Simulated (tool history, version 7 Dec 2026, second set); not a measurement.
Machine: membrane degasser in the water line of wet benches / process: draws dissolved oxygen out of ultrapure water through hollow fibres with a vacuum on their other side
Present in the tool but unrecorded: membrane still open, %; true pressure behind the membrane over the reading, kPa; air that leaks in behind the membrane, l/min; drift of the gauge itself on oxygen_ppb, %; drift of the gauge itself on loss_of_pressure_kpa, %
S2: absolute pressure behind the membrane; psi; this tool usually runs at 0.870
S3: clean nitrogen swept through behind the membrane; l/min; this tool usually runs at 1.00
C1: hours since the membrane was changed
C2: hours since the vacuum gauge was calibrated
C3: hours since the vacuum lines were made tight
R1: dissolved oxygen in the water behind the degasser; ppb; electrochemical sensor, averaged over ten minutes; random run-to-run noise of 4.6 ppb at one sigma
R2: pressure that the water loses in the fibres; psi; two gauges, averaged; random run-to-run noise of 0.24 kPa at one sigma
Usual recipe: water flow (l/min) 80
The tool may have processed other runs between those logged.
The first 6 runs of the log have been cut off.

Run 7, day 13.133: usual settings but water flow (l/min) 57; C1 1755; C2 2502; C3 2596. Result: R1 378.4 ppb, R2 6.412 psi.
Run 8, day 16.000: usual settings but water flow (l/min) 57; C1 1824; C2 2571; C3 2665. Result: R1 369.2 ppb, R2 6.390 psi.
Run 9, day 18.754: usual settings; C1 1890; C2 2637; C3 2731. Result: R1 501.1 ppb, R2 8.988 psi.
Run 10, day 20.617: usual settings; C1 1935; C2 2682; C3 2776. Result: R1 492.4 ppb, R2 9.061 psi.
Run 11, day 23.108: usual settings but water flow (l/min) 104; C1 1995; C2 2742; C3 2836. Result: R1 606.5 ppb, R2 11.661 psi.
Run 12, day 25.925: usual settings but water flow (l/min) 104; C1 2062; C2 2809; C3 2903. Result: R1 606.0 ppb, R2 11.639 psi.
Run 13, day 28.071: usual settings but water flow (l/min) 97; C1 2114; C2 2861; C3 2955. Result: R1 581.8 ppb, R2 10.923 psi.
Run 14, day 30.246: usual settings but S3 0.58 l/min; C1 2166; C2 2913; C3 3007. Result: R1 645.0 ppb, R2 8.965 psi.
Run 15, day 32.942: usual settings but S2 1.317 psi, S3 0.58 l/min; C1 2231; C2 2978; C3 3072. Result: R1 1132.9 ppb, R2 8.969 psi.
Run 16, day 35.050: usual settings but S2 1.317 psi, S3 0.58 l/min; C1 2281; C2 3028; C3 3122. Result: R1 1134.0 ppb, R2 8.953 psi.
Run 17, day 36.500: usual settings but water flow (l/min) 70, S2 2.120 psi, S3 0.42 l/min; C1 2316; C2 3063; C3 3157. Result: R1 2095.2 ppb, R2 7.873 psi.
Run 18, day 38.017: usual settings but water flow (l/min) 70, S2 2.120 psi, S3 0.42 l/min; C1 2353; C2 3099; C3 3193. Result: R1 2087.0 ppb, R2 7.810 psi.
Run 19, day 40.900: usual settings but water flow (l/min) 111, S2 0.615 psi, S3 2.82 l/min; C1 2422; C2 3169; C3 3263. Result: R1 280.6 ppb, R2 12.546 psi.
Run 20, day 42.325: usual settings but water flow (l/min) 111, S2 0.766 psi, S3 0.79 l/min; C1 2456; C2 3203; C3 3297. Result: R1 584.3 ppb, R2 12.549 psi.
Run 21, day 44.267: usual settings but water flow (l/min) 66, S2 0.711 psi, S3 1.47 l/min; C1 2503; C2 3249; C3 3343. Result: R1 252.6 ppb, R2 7.430 psi.
Run 22, day 46.925: usual settings but water flow (l/min) 72, S2 0.764 psi; C1 2566; C2 3313; C3 3407. Result: R1 367.6 ppb, R2 8.102 psi.
Run 23, day 49.379: usual settings but S2 1.404 psi, S3 0.90 l/min; C1 2625; C2 3372; C3 3466. Result: R1 988.3 ppb, R2 8.991 psi.
Run 24, day 51.829: usual settings but water flow (l/min) 52, S2 0.690 psi, S3 0.90 l/min; C1 2684; C2 3431; C3 3525. Result: R1 246.2 ppb, R2 5.870 psi.
Run 25, day 54.546: usual settings but water flow (l/min) 52, S2 0.690 psi, S3 0.90 l/min; C1 2749; C2 3496; C3 3590. Result: R1 249.8 ppb, R2 5.845 psi.
Run 26, day 56.100: usual settings but water flow (l/min) 76, S2 0.683 psi, S3 0.50 l/min; C1 2787; C2 3533; C3 3627. Result: R1 436.2 ppb, R2 8.530 psi.
Run 27, day 59.146: usual settings but water flow (l/min) 62, S2 0.779 psi, S3 0.53 l/min; C1 2860; C2 3607; C3 3700. Result: R1 475.5 ppb, R2 6.923 psi.
Run 28, day 61.946: usual settings but water flow (l/min) 108, S2 0.782 psi, S3 1.09 l/min; C1 2927; C2 3674; C3 3768. Result: R1 524.4 ppb, R2 12.266 psi.
Run 29, day 64.375: usual settings but water flow (l/min) 108, S2 0.782 psi, S3 1.09 l/min; C1 2985; C2 3732; C3 3826. Result: R1 534.5 ppb, R2 12.221 psi.
Run 30, day 66.008: usual settings but water flow (l/min) 108, S2 1.131 psi, S3 2.45 l/min; C1 3024; C2 3771; C3 3865. Result: R1 573.4 ppb, R2 12.227 psi.
Run 31, day 67.712: usual settings but water flow (l/min) 59, S3 0.96 l/min; C1 3065; C2 3812; C3 3906. Result: R1 404.0 ppb, R2 6.669 psi.

Branching from run 31: 3 alternative next runs. What would each branch give?
Run A, day 70.592: usual settings but water flow (l/min) 59, S2 1.314 psi, S3 0.96 l/min; C1 3134; C2 3881; C3 3975. Result: R1 ?, R2 ?.
Run B, day 70.592: usual settings but S3 2.30 l/min; C1 3134; C2 3881; C3 3975. Result: R1 ?, R2 ?.
Run C, day 70.592: usual settings but water flow (l/min) 121, S2 0.805 psi, S3 0.44 l/min; C1 3134; C2 3881; C3 3975. Result: R1 ?, R2 ?.

run     R1      R2
  A  718.3   6.663
  B  334.8   9.058
  C  810.3  13.648
The same runs, with their run-to-run variation unchanged, on a tool lacking any hidden condition would have given:
run     R1      R2
  A  680.0   6.469
  B  299.0   8.795
  C  727.2  13.251
